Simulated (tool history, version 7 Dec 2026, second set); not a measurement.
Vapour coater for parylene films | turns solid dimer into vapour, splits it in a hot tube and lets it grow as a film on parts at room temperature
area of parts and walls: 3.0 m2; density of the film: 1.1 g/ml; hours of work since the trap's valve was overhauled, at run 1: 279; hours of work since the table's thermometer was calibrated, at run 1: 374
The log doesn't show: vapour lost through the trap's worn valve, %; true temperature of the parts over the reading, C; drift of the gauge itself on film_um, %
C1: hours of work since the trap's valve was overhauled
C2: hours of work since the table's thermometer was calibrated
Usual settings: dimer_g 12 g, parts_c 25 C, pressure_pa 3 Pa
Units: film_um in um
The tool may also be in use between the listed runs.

Run 1, day 0: usual settings; C1 279; C2 374. Result: film_um 2.01 um.
Run 2, day 1.262: usual settings; C1 292; C2 387. Result: film_um 2.02 um.
Run 3, day 3.825: usual settings but pressure_pa 2.85 Pa; C1 320; C2 414. Result: film_um 2.05 um.
Run 4, day 5.392: usual settings; C1 337; C2 431. Result: film_um 2 um.
Run 5, day 7.283: usual settings but pressure_pa 9.51 Pa; C1 357; C2 451. Result: film_um 1.75 um.
Run 6, day 9.8: usual settings but pressure_pa 2.23 Pa; C1 384; C2 478. Result: film_um 2.09 um.
Run 7, day 12.471: usual settings but pressure_pa 2.23 Pa; C1 412; C2 507. Result: film_um 2.09 um.
Run 8, day 14.954: usual settings but pressure_pa 2.23 Pa; C1 438; C2 533. Result: film_um 2.1 um.
Run 9, day 16.754: usual settings but pressure_pa 2.23 Pa; C1 458; C2 552. Result: film_um 2.09 um.
At day 17.933: trap's valve overhauled.
Run 10, day 18.254: usual settings but pressure_pa 2.23 Pa; C1 3; C2 566. Result: film_um 2.18 um.
Run 11, day 20.338: usual settings but pressure_pa 2.23 Pa; C1 26; C2 589. Result: film_um 2.18 um.
Run 12, day 22.829: usual settings but pressure_pa 2.23 Pa; C1 52; C2 615. Result: film_um 2.15 um.
Run 13, day 25.258: usual settings but pressure_pa 2.23 Pa; C1 78; C2 641. Result: film_um 2.13 um.
Run 14, day 27.742: usual settings but pressure_pa 2.23 Pa; C1 105; C2 668. Result: film_um 2.15 um.
Run 15, day 29.612: usual settings but pressure_pa 2.23 Pa; C1 125; C2 688. Result: film_um 2.14 um.
Run 16, day 31.558: usual settings but pressure_pa 2.23 Pa; C1 145; C2 708. Result: film_um 2.13 um.
Run 17, day 33.25: usual settings but pressure_pa 2.23 Pa; C1 163; C2 726. Result: film_um 2.15 um.
Run 18, day 34.783: usual settings but parts_c 32 C; C1 180; C2 743. Result: film_um 1.76 um.
Run 19, day 36.3: usual settings but parts_c 32 C; C1 196; C2 759. Result: film_um 1.8 um.
Run 20, day 38.958: usual settings but parts_c 32 C; C1 224; C2 787. Result: film_um 1.74 um.
Run 21, day 41.417: usual settings but dimer_g 6 g; C1 250; C2 814. Result: film_um 1.05 um.
Run 22, day 42.842: usual settings but dimer_g 6 g; C1 266; C2 829. Result: film_um 1.01 um.
Run 23, day 45.346: usual settings but dimer_g 6 g; C1 292; C2 855. Result: film_um 0.99 um.
Run 24, day 46.929: usual settings but dimer_g 6 g; C1 309; C2 872. Result: film_um 1.01 um.
Run 25, day 48.388: usual settings but dimer_g 16 g, parts_c 35 C, pressure_pa 9.77 Pa; C1 325; C2 888. Result: film_um 1.87 um.
Run 26, day 50.45: usual settings but dimer_g 16 g, parts_c 35 C, pressure_pa 9.77 Pa; C1 347; C2 910. Result: film_um 1.86 um.
Run 27, day 52.733: usual settings but parts_c 34 C, pressure_pa 5.29 Pa; C1 371; C2 934. Result: film_um 1.52 um.
Run 28, day 55.212: usual settings but dimer_g 15 g, parts_c 35 C, pressure_pa 9.27 Pa; C1 398; C2 961. Result: film_um 1.72 um.
Run 29, day 56.733: usual settings but parts_c 28 C, pressure_pa 7.14 Pa; C1 414; C2 977. Result: film_um 1.69 um.
Run 30, day 58.425: usual settings but dimer_g 16 g, parts_c 22 C, pressure_pa 12 Pa; C1 432; C2 995. Result: film_um 2.37 um.
Run 31, day 59.912: usual settings but dimer_g 16 g, parts_c 22 C, pressure_pa 12 Pa; C1 448; C2 1011. Result: film_um 2.35 um.
Run 32, day 61.075: usual settings but dimer_g 14 g, pressure_pa 10.31 Pa; C1 460; C2 1023. Result: film_um 1.96 um.
At day 61.896: trap's valve overhauled.
Run 33, day 63.533: usual settings but dimer_g 16 g, pressure_pa 2.51 Pa; C1 17; C2 1048. Result: film_um 2.84 um.
Run 34, day 65.054: usual settings but dimer_g 16 g, pressure_pa 2.51 Pa; C1 34; C2 1064. Result: film_um 2.82 um.
Run 35, day 66.883: usual settings but pressure_pa 8.85 Pa; C1 53; C2 1083. Result: film_um 1.79 um.
Run 36, day 69.458: usual settings but pressure_pa 8.85 Pa; C1 81; C2 1111. Result: film_um 1.81 um.
Run 37, day 71.667: usual settings but parts_c 27 C, pressure_pa 11.61 Pa; C1 104; C2 1134. Result: film_um 1.68 um.
Run 38, day 74.279: usual settings but parts_c 21 C, pressure_pa 10.12 Pa; C1 132; C2 1162. Result: film_um 1.9 um.
Run 39, day 75.992: usual settings but parts_c 21 C, pressure_pa 10.12 Pa; C1 150; C2 1181. Result: film_um 1.9 um.
Run 40, day 78.092: usual settings but parts_c 21 C, pressure_pa 10.12 Pa; C1 173; C2 1203. Result: film_um 1.93 um.
Run 41, day 80.408: usual settings but parts_c 21 C, pressure_pa 10.12 Pa; C1 197; C2 1228. Result: film_um 1.9 um.
Run 42, day 81.858: usual settings but dimer_g 20 g, parts_c 20 C, pressure_pa 2.1 Pa; C1 213; C2 1243. Result: film_um 3.94 um.
Run 43, day 83.104: usual settings but dimer_g 8 g, parts_c 19 C, pressure_pa 11.63 Pa; C1 226; C2 1256. Result: film_um 1.3 um.
Run 44, day 84.808: usual settings but dimer_g 9 g, parts_c 27 C, pressure_pa 4.02 Pa; C1 244; C2 1275. Result: film_um 1.45 um.
Run 45, day 86.238: usual settings but dimer_g 9 g, parts_c 19 C, pressure_pa 2.33 Pa; C1 260; C2 1290. Result: film_um 1.79 um.
Run 46, day 88.292: usual settings but dimer_g 9 g, parts_c 30 C, pressure_pa 2.33 Pa; C1 282; C2 1312. Result: film_um 1.4 um.
Run 47, day 89.504: usual settings but dimer_g 9 g, parts_c 30 C, pressure_pa 2.33 Pa; C1 294; C2 1325. Result: film_um 1.41 um.

Measured less the same run without the tool's hidden state. The same run-to-run variation is in both; the gauge's scatter may not be:
run  film_um
  1    -0.07
  2    -0.07
  3    -0.08
  4    -0.08
  5    -0.08
  6     -0.1
  7    -0.11
  8    -0.12
  9    -0.12
 10    -0.02
 11    -0.02
 12    -0.03
 13    -0.03
 14    -0.04
 15    -0.04
 16    -0.05
 17    -0.06
 18    -0.05
 19    -0.05
 20    -0.06
 21    -0.04
 22    -0.04
 23    -0.04
 24    -0.05
 25    -0.09
 26    -0.09
 27    -0.08
 28    -0.09
 29    -0.09
 30    -0.14
 31    -0.14
 32    -0.13
 33    -0.02
 34    -0.03
 35    -0.03
 36    -0.03
 37    -0.03
 38    -0.04
 39    -0.05
 40    -0.05
 41    -0.06
 42    -0.12
 43    -0.04
 44    -0.05
 45    -0.07
 46    -0.05
 47    -0.06
